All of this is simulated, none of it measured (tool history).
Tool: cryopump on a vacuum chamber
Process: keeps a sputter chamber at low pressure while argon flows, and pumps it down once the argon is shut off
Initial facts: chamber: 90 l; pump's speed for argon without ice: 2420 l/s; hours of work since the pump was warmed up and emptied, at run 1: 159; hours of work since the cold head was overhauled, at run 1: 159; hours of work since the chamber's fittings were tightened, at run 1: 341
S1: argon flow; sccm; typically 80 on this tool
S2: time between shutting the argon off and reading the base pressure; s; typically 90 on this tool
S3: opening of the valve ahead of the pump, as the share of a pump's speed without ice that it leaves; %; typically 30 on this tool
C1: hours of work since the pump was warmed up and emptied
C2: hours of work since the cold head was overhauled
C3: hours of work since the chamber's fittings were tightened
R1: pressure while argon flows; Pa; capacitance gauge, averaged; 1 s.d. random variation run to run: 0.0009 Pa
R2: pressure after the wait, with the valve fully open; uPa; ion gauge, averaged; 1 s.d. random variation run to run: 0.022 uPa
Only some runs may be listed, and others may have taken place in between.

run	hour	S1	S2	S3	C1	C2	C3	R1	R2
1	0.0	80	90	30	159	159	341	0.1892	0.73
2	13.6	80	71	30	167	167	349	0.1887	0.91
3	29.7	80	90	30	177	177	358	0.1899	0.73
4	39.4	80	90	30	183	183	364	0.1883	0.75
5	56.3	114	90	30	193	193	374	0.2683	0.76
6	77.3	80	90	30	205	205	386	0.1894	0.74
7	86.7	80	90	30	211	211	392	0.1890	0.73
8	101.2	80	90	30	219	219	400	0.1902	0.73
9	120.8	80	90	30	231	231	412	0.1906	0.74
10	135.9	136	90	30	240	240	421	0.3203	0.71
11	151.1	80	300	57	249	249	430	0.1018	0.41
12	168.2	80	300	57	259	259	440	0.1014	0.37
13	183.4	154	228	30	268	268	449	0.3639	0.41
14	195.1	154	228	30	275	275	456	0.3646	0.44
15	208.4	154	228	30	282	282	464	0.3645	0.44
16	224.6	101	23	30	292	292	473	0.2414	2.40
17	241.3	76	92	50	302	302	483	0.1102	0.75
18	252.7	76	92	50	308	308	490	0.1096	0.76

Below, each run's measurement less what the same run would have read without the hidden state. Both values contain the same run-to-run variation, but the gauge's scatter may not be the same in both:
The hidden state here: pump's speed, % of a pump's without ice; cold plate's temperature, K; leak into the chamber, uPa l/s; drift of the gauge itself on working_pa, %; drift of the gauge itself on base_upa, %.
run	R1	R2
1	+0.0023	+0.06
2	+0.0024	+0.06
3	+0.0026	+0.06
4	+0.0025	+0.07
5	+0.0039	+0.07
6	+0.0029	+0.07
7	+0.0029	+0.07
8	+0.0031	+0.07
9	+0.0032	+0.08
10	+0.0057	+0.08
11	+0.0035	+0.08
12	+0.0036	+0.08
13	+0.0072	+0.08
14	+0.0074	+0.08
15	+0.0075	+0.08
16	+0.0051	+0.08
17	+0.0040	+0.09
18	+0.0041	+0.10
